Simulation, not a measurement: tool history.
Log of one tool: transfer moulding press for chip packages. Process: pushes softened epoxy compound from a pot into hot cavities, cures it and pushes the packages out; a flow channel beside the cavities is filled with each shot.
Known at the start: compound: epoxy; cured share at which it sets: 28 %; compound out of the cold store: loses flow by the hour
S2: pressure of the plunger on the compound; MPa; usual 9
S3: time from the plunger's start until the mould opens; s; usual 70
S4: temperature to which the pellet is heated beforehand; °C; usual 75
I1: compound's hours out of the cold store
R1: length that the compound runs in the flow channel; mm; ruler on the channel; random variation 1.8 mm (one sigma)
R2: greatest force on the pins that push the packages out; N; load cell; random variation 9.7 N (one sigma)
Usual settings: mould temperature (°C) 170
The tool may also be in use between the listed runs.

{"run": 1, "hour": 0.0, "mould temperature (°C)": 170, "S2": 9, "S3": 70, "S4": 75, "I1": 12.2, "R1": 682, "R2": 544}
{"run": 2, "hour": 8.8, "mould temperature (°C)": 170, "S2": 9, "S3": 70, "S4": 75, "I1": 23.1, "R1": 652, "R2": 614}
{"run": 3, "hour": 18.4, "mould temperature (°C)": 170, "S2": 9, "S3": 70, "S4": 75, "I1": 9.3, "R1": 690, "R2": 723}
{"run": 4, "hour": 24.4, "mould temperature (°C)": 170, "S2": 9, "S3": 70, "S4": 75, "I1": 20.7, "R1": 656, "R2": 769}
{"hour": 30.9, "done": "cavities cleaned with cleaning compound and waxed"}
{"run": 5, "hour": 33.2, "mould temperature (°C)": 170, "S2": 9, "S3": 70, "S4": 75, "I1": 44.7, "R1": 592, "R2": 847}
{"run": 6, "hour": 41.9, "mould temperature (°C)": 170, "S2": 9, "S3": 70, "S4": 75, "I1": 41.8, "R1": 598, "R2": 870}
{"run": 7, "hour": 49.0, "mould temperature (°C)": 170, "S2": 7.34, "S3": 70, "S4": 75, "I1": 37.3, "R1": 549, "R2": 886}
{"run": 8, "hour": 60.8, "mould temperature (°C)": 170, "S2": 7.34, "S3": 70, "S4": 75, "I1": 47, "R1": 529, "R2": 929}
{"run": 9, "hour": 66.2, "mould temperature (°C)": 170, "S2": 7.34, "S3": 70, "S4": 75, "I1": 29.5, "R1": 568, "R2": 960}
{"hour": 68.4, "done": "cavities cleaned with cleaning compound and waxed, once more"}
{"run": 10, "hour": 80.0, "mould temperature (°C)": 168, "S2": 9, "S3": 70, "S4": 75, "I1": 32.7, "R1": 624, "R2": 665}
{"run": 11, "hour": 91.2, "mould temperature (°C)": 168, "S2": 9, "S3": 70, "S4": 75, "I1": 16.6, "R1": 667, "R2": 805}
{"run": 12, "hour": 96.7, "mould temperature (°C)": 168, "S2": 9, "S3": 70, "S4": 75, "I1": 11.8, "R1": 680, "R2": 884}
{"hour": 105.7, "done": "cavities cleaned with cleaning compound and waxed"}
{"run": 13, "hour": 107.3, "mould temperature (°C)": 167, "S2": 9, "S3": 70, "S4": 75, "I1": 11.1, "R1": 685, "R2": 637}
{"run": 14, "hour": 119.3, "mould temperature (°C)": 167, "S2": 9, "S3": 70, "S4": 75, "I1": 19.6, "R1": 658, "R2": 798}
{"run": 15, "hour": 131.7, "mould temperature (°C)": 167, "S2": 9, "S3": 70, "S4": 75, "I1": 41.6, "R1": 596, "R2": 864}
{"run": 16, "hour": 137.4, "mould temperature (°C)": 174, "S2": 8.04, "S3": 51, "S4": 80, "I1": 19.3, "R1": 607, "R2": 1151}
{"hour": 143.7, "done": "cavities cleaned with cleaning compound and waxed"}
{"run": 17, "hour": 147.3, "mould temperature (°C)": 170, "S2": 9, "S3": 70, "S4": 71, "I1": 28.4, "R1": 625, "R2": 500}
{"run": 18, "hour": 158.8, "mould temperature (°C)": 170, "S2": 9, "S3": 86, "S4": 77, "I1": 22.3, "R1": 641, "R2": 453}
{"run": 19, "hour": 169.3, "mould temperature (°C)": 170, "S2": 8.31, "S3": 60, "S4": 75, "I1": 22.2, "R1": 614, "R2": 994}
{"hour": 181.1, "done": "cavities cleaned with cleaning compound and waxed"}
{"run": 20, "hour": 181.6, "mould temperature (°C)": 170, "S2": 8.39, "S3": 60, "S4": 67, "I1": 32.8, "R1": 588, "R2": 668}
{"run": 21, "hour": 193.9, "mould temperature (°C)": 173, "S2": 9, "S3": 70, "S4": 71, "I1": 34.3, "R1": 599, "R2": 521}
{"run": 22, "hour": 203.4, "mould temperature (°C)": 172, "S2": 9, "S3": 70, "S4": 71, "I1": 13.2, "R1": 656, "R2": 615}
{"hour": 215.2, "done": "plunger's sealing rings changed"}
{"run": 23, "hour": 217.4, "mould temperature (°C)": 172, "S2": 9, "S3": 70, "S4": 71, "I1": 12.5, "R1": 693, "R2": 718}
{"hour": 221.6, "done": "cavities cleaned with cleaning compound and waxed"}
{"run": 24, "hour": 227.1, "mould temperature (°C)": 164, "S2": 8.07, "S3": 85, "S4": 72, "I1": 38, "R1": 606, "R2": 537}
{"run": 25, "hour": 232.5, "mould temperature (°C)": 164, "S2": 8.07, "S3": 83, "S4": 70, "I1": 13.7, "R1": 670, "R2": 672}
{"run": 26, "hour": 238.9, "mould temperature (°C)": 164, "S2": 8.07, "S3": 83, "S4": 70, "I1": 13.5, "R1": 672, "R2": 750}
{"run": 27, "hour": 249.8, "mould temperature (°C)": 163, "S2": 9, "S3": 54, "S4": 75, "I1": 39.3, "R1": 638, "R2": 2003}

3 ways to go on from here, each from the tool as it stands after run 27. What would each give?
{"run": "A", "hour": 255.2, "mould temperature (°C)": 170, "S2": 9.67, "S3": 70, "S4": 75, "I1": 41.4, "R1": "?", "R2": "?"}
{"run": "B", "hour": 255.2, "mould temperature (°C)": 170, "S2": 8.65, "S3": 70, "S4": 71, "I1": 38.3, "R1": "?", "R2": "?"}
{"run": "C", "hour": 255.2, "mould temperature (°C)": 167, "S2": 9, "S3": 54, "S4": 75, "I1": 26.1, "R1": "?", "R2": "?"}

run=A R1=638 R2=753
run=B R1=610 R2=770
run=C R1=664 R2=1720
Without the tool's hidden state the same runs would have given:
run=A R1=641 R2=428
run=B R1=614 R2=438
run=C R1=667 R2=978
